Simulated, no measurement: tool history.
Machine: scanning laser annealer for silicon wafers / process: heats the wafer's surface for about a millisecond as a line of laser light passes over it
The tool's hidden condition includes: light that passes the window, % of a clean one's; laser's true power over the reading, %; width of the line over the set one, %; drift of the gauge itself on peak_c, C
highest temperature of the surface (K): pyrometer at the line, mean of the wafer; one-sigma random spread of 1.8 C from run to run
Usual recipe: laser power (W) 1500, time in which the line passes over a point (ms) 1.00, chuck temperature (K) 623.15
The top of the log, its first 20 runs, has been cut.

run	hour	laser power (W)	time in which the line passes over a point (ms)	chuck temperature (K)	hours of work since the window was cleaned	hours of work since the power meter was calibrated	hours of work since the optics were aligned	highest temperature of the surface (K)
21	227.2	1500	1.00	636.15	67	255	88	1326.15
22	238.5	1304	1.06	608.15	74	263	95	1228.15
23	252.8	1610	0.75	630.15	84	272	105	1259.15
24	262.6	1608	1.03	630.15	90	278	111	1383.15
25	273.7	1454	1.00	657.15	97	286	118	1323.15
26	284.9	1454	1.00	657.15	105	293	126	1322.15
27	294.2	1354	0.79	609.15	111	299	132	1154.15
28	301.2	1301	1.10	600.15	115	303	136	1229.15
29	310.0	1507	0.94	600.15	121	309	142	1269.15
30	324.2	1567	1.00	631.15	130	318	151	1347.15
31	337.3	1567	1.23	631.15	139	327	160	1440.15
32	351.6	1414	1.01	615.15	148	336	169	1270.15
33	359.9	1341	1.15	624.15	154	342	174	1289.15
34	366.8	1432	0.78	607.15	158	346	179	1175.15
35	379.2	1415	0.81	607.15	166	354	187	1179.15
36	385.3	1415	0.81	607.15	170	358	191	1182.15
37	399.2	1415	0.81	607.15	179	367	200	1181.15
38	411.5	1415	0.81	607.15	187	375	208	1183.15
39	425.9	1415	1.14	607.15	197	385	218	1301.15
40	433.3	1292	1.00	595.15	201	389	222	1185.15
41	441.1	1388	1.00	649.15	206	395	227	1284.15

Forecast each of these 4 alternatives for the next run:
A	454.5	1626	1.04	620.15	215	403	236	?
B	454.5	1371	1.00	647.15	215	403	236	?
C	454.5	1322	1.00	649.15	215	403	236	?
D	454.5	1643	1.00	649.15	215	403	236	?

run	highest temperature of the surface (K)
A	1381.15
B	1275.15
C	1250.15
D	1398.15
Had the tool no hidden state, the same runs would have come out as:
run	highest temperature of the surface (K)
A	1400.15
B	1290.15
C	1265.15
D	1416.15
